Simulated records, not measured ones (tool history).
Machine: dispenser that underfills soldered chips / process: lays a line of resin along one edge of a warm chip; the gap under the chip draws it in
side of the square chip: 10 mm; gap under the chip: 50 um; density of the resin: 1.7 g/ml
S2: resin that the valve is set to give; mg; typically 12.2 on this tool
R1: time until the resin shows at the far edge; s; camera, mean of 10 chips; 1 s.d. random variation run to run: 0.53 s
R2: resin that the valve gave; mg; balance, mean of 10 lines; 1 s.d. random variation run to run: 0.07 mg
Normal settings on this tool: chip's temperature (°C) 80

run 1 hour=0.0 | chip's_temperature_(°C)=80 S2=12.2 | R1=46.9 R2=11.35
run 2 hour=10.7 | chip's_temperature_(°C)=80 S2=12.2 | R1=60.0 R2=11.35
-- hour=15.0 new syringe of resin
run 3 hour=24.5 | chip's_temperature_(°C)=80 S2=12.2 | R1=49.6 R2=11.14
-- hour=34.4 new syringe of resin
run 4 hour=39.4 | chip's_temperature_(°C)=80 S2=12.2 | R1=47.1 R2=11.01
run 5 hour=52.3 | chip's_temperature_(°C)=75 S2=12.2 | R1=74.8 R2=10.96
-- hour=53.3 new syringe of resin
run 6 hour=63.1 | chip's_temperature_(°C)=80 S2=11.2 | R1=52.8 R2=10.17
-- hour=73.5 new syringe of resin
-- hour=78.4 dispensing valve cleaned and set on the balance
run 7 hour=79.3 | chip's_temperature_(°C)=80 S2=11.2 | R1=47.0 R2=11.16
-- hour=94.2 new syringe of resin
run 8 hour=94.8 | chip's_temperature_(°C)=80 S2=11.2 | R1=42.7 R2=11.14
run 9 hour=107.4 | chip's_temperature_(°C)=80 S2=12.2 | R1=52.6 R2=12.09
-- hour=113.3 new syringe of resin
run 10 hour=120.2 | chip's_temperature_(°C)=80 S2=12.2 | R1=47.7 R2=11.86
-- hour=132.5 new syringe of resin
run 11 hour=133.3 | chip's_temperature_(°C)=80 S2=12.2 | R1=41.9 R2=11.69
run 12 hour=144.2 | chip's_temperature_(°C)=80 S2=12.2 | R1=52.9 R2=11.85
-- hour=151.5 new syringe of resin
run 13 hour=153.4 | chip's_temperature_(°C)=80 S2=12.2 | R1=42.5 R2=11.80
run 14 hour=166.3 | chip's_temperature_(°C)=80 S2=12.2 | R1=55.2 R2=11.61
-- hour=171.5 new syringe of resin
run 15 hour=174.3 | chip's_temperature_(°C)=80 S2=11.3 | R1=43.7 R2=10.66
-- hour=191.0 new syringe of resin
run 16 hour=191.0 | chip's_temperature_(°C)=80 S2=11.3 | R1=40.8 R2=10.65
run 17 hour=206.6 | chip's_temperature_(°C)=80 S2=12.2 | R1=56.7 R2=11.34
-- hour=209.9 new syringe of resin
run 18 hour=217.4 | chip's_temperature_(°C)=80 S2=12.2 | R1=46.1 R2=11.32
run 19 hour=227.0 | chip's_temperature_(°C)=80 S2=11.3 | R1=59.8 R2=10.53
-- hour=229.9 new syringe of resin
run 20 hour=243.7 | chip's_temperature_(°C)=71 S2=11.3 | R1=80.1 R2=10.32
-- hour=248.8 new syringe of resin
run 21 hour=253.6 | chip's_temperature_(°C)=72 S2=13.9 | R1=57.5 R2=12.70
-- hour=268.9 new syringe of resin
run 22 hour=269.4 | chip's_temperature_(°C)=91 S2=13.2 | R1=27.3 R2=11.92
run 23 hour=284.8 | chip's_temperature_(°C)=91 S2=13.2 | R1=38.7 R2=11.86
-- hour=288.7 new syringe of resin
-- hour=297.4 dispensing valve cleaned and set on the balance
run 24 hour=300.3 | chip's_temperature_(°C)=66 S2=14.3 | R1=81.3 R2=14.26
run 25 hour=308.2 | chip's_temperature_(°C)=95 S2=14.3 | R1=34.4 R2=14.15
-- hour=309.6 new syringe of resin
run 26 hour=316.1 | chip's_temperature_(°C)=80 S2=12.2 | R1=45.0 R2=12.16
run 27 hour=327.1 | chip's_temperature_(°C)=78 S2=11.1 | R1=61.8 R2=10.90
-- hour=329.2 new syringe of resin
run 28 hour=340.1 | chip's_temperature_(°C)=66 S2=10.6 | R1=87.6 R2=10.45
-- hour=348.5 new syringe of resin
run 29 hour=352.5 | chip's_temperature_(°C)=88 S2=12.2 | R1=32.0 R2=11.94
run 30 hour=364.6 | chip's_temperature_(°C)=75 S2=11.3 | R1=67.1 R2=10.87
-- hour=368.7 new syringe of resin
run 31 hour=380.6 | chip's_temperature_(°C)=90 S2=14.6 | R1=35.2 R2=13.95
-- hour=388.2 new syringe of resin
run 32 hour=389.0 | chip's_temperature_(°C)=80 S2=12.0 | R1=42.1 R2=11.45
run 33 hour=403.8 | chip's_temperature_(°C)=80 S2=12.0 | R1=57.5 R2=11.38

Predict the results of run 34:
-- hour=407.3 new syringe of resin
run 34 hour=411.2 | chip's_temperature_(°C)=80 S2=12.0 | R1=? R2=?

Run 34 gave R1 43.2 s, R2 11.34 mg.
On a tool with no hidden condition, and with the same random variation, this run would have come out at R1 43.4 s, R2 11.97 mg.
